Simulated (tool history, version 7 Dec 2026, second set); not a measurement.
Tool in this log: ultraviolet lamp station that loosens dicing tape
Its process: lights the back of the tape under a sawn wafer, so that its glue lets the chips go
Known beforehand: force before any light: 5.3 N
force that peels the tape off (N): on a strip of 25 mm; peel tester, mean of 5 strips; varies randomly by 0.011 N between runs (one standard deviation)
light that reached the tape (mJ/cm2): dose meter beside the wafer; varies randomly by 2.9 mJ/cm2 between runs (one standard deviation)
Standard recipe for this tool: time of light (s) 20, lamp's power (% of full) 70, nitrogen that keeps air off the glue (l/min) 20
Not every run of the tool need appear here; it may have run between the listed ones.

run	hour	time of light (s)	lamp's power (% of full)	nitrogen that keeps air off the glue (l/min)	force that peels the tape off (N)	light that reached the tape (mJ/cm2)
1	0	20	70	20	0.712	362
2	16.8	20	70	20	0.71	360
3	39	20	70	20	0.73	354
4	56.2	20	70	20	0.705	356
5	69.4	20	70	11	1.029	354
6	87.4	20	70	20	0.705	354
7	115	20	70	20	0.727	345
8	141.8	20	80	20	0.616	394
9	153	20	80	20	0.597	390
# hour 155.3: window cleaned of glue's vapour
10	171.2	20	80	20	0.604	393
11	185.7	39	96	17	0.184	910
12	211	25	87	7	0.722	525
13	225.3	25	87	7	0.748	518
14	249.8	20	70	20	0.809	335
15	262.9	16	61	20	1.43	229
# hour 267: window cleaned of glue's vapour, once more
16	280.7	10	99	27	1.081	257
17	299	11	69	27	1.508	197
18	313.3	11	69	27	1.519	195
19	336.5	11	69	27	1.561	196

Forecast each of these 4 alternatives for the next run:
A	355	29	71	30	?	?
B	355	20	93	15	?	?
C	355	23	69	20	?	?
D	355	18	62	6	?	?

run	force that peels the tape off (N)	light that reached the tape (mJ/cm2)
A	0.303	521
B	0.504	472
C	0.57	397
D	1.841	281
With no hidden state in the tool, these same runs would have given:
run	force that peels the tape off (N)	light that reached the tape (mJ/cm2)
A	0.23	635
B	0.345	575
C	0.397	484
D	1.477	342

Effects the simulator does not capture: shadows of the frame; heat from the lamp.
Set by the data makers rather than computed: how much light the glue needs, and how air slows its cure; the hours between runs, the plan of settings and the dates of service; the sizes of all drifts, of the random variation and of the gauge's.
